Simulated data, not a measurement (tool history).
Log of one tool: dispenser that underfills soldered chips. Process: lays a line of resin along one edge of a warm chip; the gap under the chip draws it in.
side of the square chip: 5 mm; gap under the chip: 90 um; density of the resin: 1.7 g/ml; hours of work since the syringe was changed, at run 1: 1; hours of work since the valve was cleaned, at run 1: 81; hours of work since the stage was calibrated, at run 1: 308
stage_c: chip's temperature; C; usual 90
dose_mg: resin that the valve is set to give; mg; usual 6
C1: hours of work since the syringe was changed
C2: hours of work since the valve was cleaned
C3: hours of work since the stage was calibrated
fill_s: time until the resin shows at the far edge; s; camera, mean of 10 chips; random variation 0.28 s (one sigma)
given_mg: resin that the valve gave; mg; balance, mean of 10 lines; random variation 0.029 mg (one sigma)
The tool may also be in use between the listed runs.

Run 1, hour 0: usual settings; C1 1; C2 81; C3 308. Result: fill_s 8.3 s, given_mg 5.49 mg.
At hour 10.9: new syringe of resin.
Run 2, hour 13.2: usual settings; C1 2; C2 90; C3 317. Result: fill_s 8.3 s, given_mg 5.41 mg.
At hour 16.5: dispensing valve cleaned and set on the balance.
Run 3, hour 20.9: usual settings but dose_mg 6.35 mg; C1 6; C2 3; C3 322. Result: fill_s 9.8 s, given_mg 6.38 mg.
At hour 25.3: new syringe of resin.
Run 4, hour 27.3: usual settings but dose_mg 6.22 mg; C1 1; C2 7; C3 326. Result: fill_s 8 s, given_mg 6.21 mg.
Run 5, hour 32.8: usual settings but dose_mg 6.22 mg; C1 5; C2 11; C3 330. Result: fill_s 9.5 s, given_mg 6.19 mg.
At hour 37.9: new syringe of resin.
Run 6, hour 40.6: usual settings but dose_mg 6.77 mg; C1 2; C2 16; C3 335. Result: fill_s 8.4 s, given_mg 6.64 mg.
Run 7, hour 47.2: usual settings but dose_mg 6.77 mg; C1 6; C2 21; C3 340. Result: fill_s 10 s, given_mg 6.63 mg.
At hour 51.4: new syringe of resin.
Run 8, hour 54: usual settings but dose_mg 5.96 mg; C1 2; C2 26; C3 344. Result: fill_s 8.6 s, given_mg 5.81 mg.
Run 9, hour 61.4: usual settings but stage_c 101 C; C1 7; C2 31; C3 350. Result: fill_s 7.8 s, given_mg 5.84 mg.
At hour 64.5: new syringe of resin.
Run 10, hour 72.5: usual settings but stage_c 78 C, dose_mg 5.75 mg; C1 6; C2 39; C3 357. Result: fill_s 13.7 s, given_mg 5.57 mg.
At hour 77.7: new syringe of resin.
Run 11, hour 80.5: usual settings but stage_c 78 C, dose_mg 5.75 mg; C1 2; C2 44; C3 363. Result: fill_s 12.3 s, given_mg 5.43 mg.
Run 12, hour 88.8: usual settings but stage_c 105 C, dose_mg 6.16 mg; C1 8; C2 50; C3 368. Result: fill_s 7.2 s, given_mg 5.86 mg.
At hour 91.1: new syringe of resin.
Run 13, hour 97.6: usual settings but stage_c 102 C, dose_mg 6.97 mg; C1 5; C2 56; C3 374. Result: fill_s 6.6 s, given_mg 6.61 mg.

Forecast each of these 5 alternatives for the next run:
At hour 103.9: new syringe of resin.
Run A, hour 105: usual settings but dose_mg 7.47 mg; C1 1; C2 61; C3 379. Result: fill_s ?, given_mg ?.
At hour 103.9: new syringe of resin.
Run B, hour 105: usual settings but stage_c 88 C, dose_mg 5.9 mg; C1 1; C2 61; C3 379. Result: fill_s ?, given_mg ?.
At hour 103.9: new syringe of resin.
Run C, hour 105: usual settings but dose_mg 5.75 mg; C1 1; C2 61; C3 379. Result: fill_s ?, given_mg ?.
At hour 103.9: new syringe of resin.
Run D, hour 105: usual settings but stage_c 99 C, dose_mg 5.15 mg; C1 1; C2 61; C3 379. Result: fill_s ?, given_mg ?.
At hour 103.9: new syringe of resin.
Run E, hour 105: usual settings but stage_c 86 C, dose_mg 5.3 mg; C1 1; C2 61; C3 379. Result: fill_s ?, given_mg ?.

run  fill_s  given_mg
  A       8      7.04
  B     8.9      5.53
  C     8.2      5.47
  D     6.3      4.82
  E     9.7      4.95
Without the tool's hidden state the same runs would have given:
run  fill_s  given_mg
  A       7      7.47
  B     7.7      5.87
  C     7.1       5.8
  D     5.5      5.12
  E     8.4      5.26

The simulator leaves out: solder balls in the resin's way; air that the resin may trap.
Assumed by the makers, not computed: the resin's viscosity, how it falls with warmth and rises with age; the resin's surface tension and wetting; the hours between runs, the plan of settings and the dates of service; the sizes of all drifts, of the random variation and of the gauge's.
